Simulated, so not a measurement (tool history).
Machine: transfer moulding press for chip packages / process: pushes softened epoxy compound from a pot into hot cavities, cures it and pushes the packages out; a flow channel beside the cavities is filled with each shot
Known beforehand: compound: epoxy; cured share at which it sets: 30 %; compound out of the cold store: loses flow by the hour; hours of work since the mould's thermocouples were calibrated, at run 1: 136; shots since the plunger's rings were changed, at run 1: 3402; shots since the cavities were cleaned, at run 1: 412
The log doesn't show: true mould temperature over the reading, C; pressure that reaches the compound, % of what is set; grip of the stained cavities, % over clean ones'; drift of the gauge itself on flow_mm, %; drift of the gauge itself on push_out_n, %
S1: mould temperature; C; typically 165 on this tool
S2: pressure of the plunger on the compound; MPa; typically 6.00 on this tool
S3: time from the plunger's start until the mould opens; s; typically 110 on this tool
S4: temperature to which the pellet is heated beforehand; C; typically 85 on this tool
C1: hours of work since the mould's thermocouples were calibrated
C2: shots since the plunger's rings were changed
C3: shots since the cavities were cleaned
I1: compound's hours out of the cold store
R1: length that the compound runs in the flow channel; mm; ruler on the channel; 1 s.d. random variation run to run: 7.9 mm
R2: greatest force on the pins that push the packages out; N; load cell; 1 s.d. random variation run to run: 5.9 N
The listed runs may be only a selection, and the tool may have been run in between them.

Run 1, day 0.000: usual settings; C1 136; C2 3402; C3 412; I1 38.6. Result: R1 864 mm, R2 276 N.
Run 2, day 0.300: usual settings; C1 140; C2 3471; C3 481; I1 11.7. Result: R1 952 mm, R2 311 N.
Run 3, day 0.738: usual settings; C1 146; C2 3573; C3 583; I1 34.1. Result: R1 885 mm, R2 293 N.
Run 4, day 1.117: usual settings; C1 152; C2 3661; C3 671; I1 23.2. Result: R1 904 mm, R2 319 N.
Run 5, day 1.304: usual settings; C1 154; C2 3705; C3 715; I1 38.2. Result: R1 858 mm, R2 307 N.
Run 6, day 1.504: usual settings but S2 6.48 MPa; C1 157; C2 3751; C3 761; I1 44.5. Result: R1 890 mm, R2 306 N.
Run 7, day 1.908: usual settings but S2 6.48 MPa; C1 163; C2 3845; C3 855; I1 27.8. Result: R1 938 mm, R2 324 N.
At day 2.333: plunger's sealing rings changed.
Run 8, day 2.358: usual settings; C1 168; C2 5; C3 935; I1 26.3. Result: R1 951 mm, R2 324 N.
At day 2.475: cavities cleaned with cleaning compound and waxed.
Run 9, day 2.775: usual settings; C1 172; C2 87; C3 69; I1 30.0. Result: R1 944 mm, R2 227 N.
Run 10, day 3.167: usual settings but S4 94 C; C1 178; C2 178; C3 160; I1 47.3. Result: R1 886 mm, R2 232 N.
Run 11, day 3.542: usual settings but S4 79 C; C1 183; C2 265; C3 247; I1 23.8. Result: R1 954 mm, R2 257 N.
Run 12, day 3.812: usual settings but S4 80 C; C1 187; C2 328; C3 310; I1 28.0. Result: R1 953 mm, R2 279 N.
Run 13, day 4.046: usual settings but S4 80 C; C1 190; C2 382; C3 364; I1 24.3. Result: R1 960 mm, R2 281 N.
Run 14, day 4.358: usual settings but S1 158 C, S3 102 s, S4 80 C; C1 195; C2 455; C3 437; I1 18.5. Result: R1 1021 mm, R2 588 N.
Run 15, day 4.646: usual settings but S1 158 C, S3 102 s, S4 80 C; C1 199; C2 521; C3 503; I1 8.3. Result: R1 1038 mm, R2 619 N.
At day 4.750: mould's thermocouples calibrated.
Run 16, day 5.017: usual settings but S1 158 C, S3 102 s, S4 80 C; C1 4; C2 588; C3 570; I1 20.9. Result: R1 992 mm, R2 598 N.
Run 17, day 5.412: usual settings but S1 157 C, S2 6.31 MPa, S3 133 s, S4 80 C; C1 9; C2 680; C3 662; I1 42.4. Result: R1 960 mm, R2 361 N.
At day 5.700: mould's thermocouples calibrated, once more.
Run 18, day 5.808: usual settings but S1 157 C, S2 6.31 MPa, S3 142 s, S4 90 C; C1 1; C2 753; C3 735; I1 11.1. Result: R1 1065 mm, R2 357 N.
Run 19, day 6.250: usual settings but S1 157 C, S2 6.31 MPa, S3 142 s, S4 90 C; C1 8; C2 855; C3 837; I1 28.0. Result: R1 1007 mm, R2 350 N.
Run 20, day 6.617: usual settings but S1 157 C, S2 6.31 MPa, S3 142 s, S4 90 C; C1 13; C2 940; C3 922; I1 10.3. Result: R1 1063 mm, R2 355 N.
At day 6.771: cavities cleaned with cleaning compound and waxed.
Run 21, day 7.058: usual settings but S1 157 C, S2 6.31 MPa, S3 142 s, S4 90 C; C1 18; C2 1028; C3 67; I1 41.6. Result: R1 956 mm, R2 228 N.
Run 22, day 7.354: usual settings but S1 157 C, S2 6.31 MPa, S3 142 s, S4 90 C; C1 22; C2 1096; C3 135; I1 28.6. Result: R1 1004 mm, R2 258 N.
Run 23, day 7.617: usual settings but S2 6.13 MPa, S4 94 C; C1 26; C2 1158; C3 197; I1 38.4. Result: R1 911 mm, R2 252 N.
Run 24, day 7.933: usual settings but S3 95 s, S4 94 C; C1 30; C2 1231; C3 270; I1 18.7. Result: R1 961 mm, R2 367 N.
Run 25, day 8.167: usual settings but S3 95 s, S4 94 C; C1 33; C2 1286; C3 325; I1 29.1. Result: R1 935 mm, R2 354 N.

Table of differences, measured result less the result of that run with no hidden state. Run-to-run variation is the same in both. Gauge scatter possibly is not:
run   R1    R2
  1  -50   +68
  2  -56   +81
  3  -54   +87
  4  -56   +98
  5  -54   +98
  6  -56  +101
  7  -61  +110
  8   -4  +116
  9   -5   +16
 10   -6   +35
 11   -7   +51
 12   -8   +62
 13   -9   +68
 14  -11  +153
 15  -12  +172
 16  -14  +169
 17  -14  +112
 18  -13  +128
 19  -14  +132
 20  -17  +139
 21  -16   +20
 22  -18   +36
 23  -18   +45
 24  -20   +80
 25  -20   +87

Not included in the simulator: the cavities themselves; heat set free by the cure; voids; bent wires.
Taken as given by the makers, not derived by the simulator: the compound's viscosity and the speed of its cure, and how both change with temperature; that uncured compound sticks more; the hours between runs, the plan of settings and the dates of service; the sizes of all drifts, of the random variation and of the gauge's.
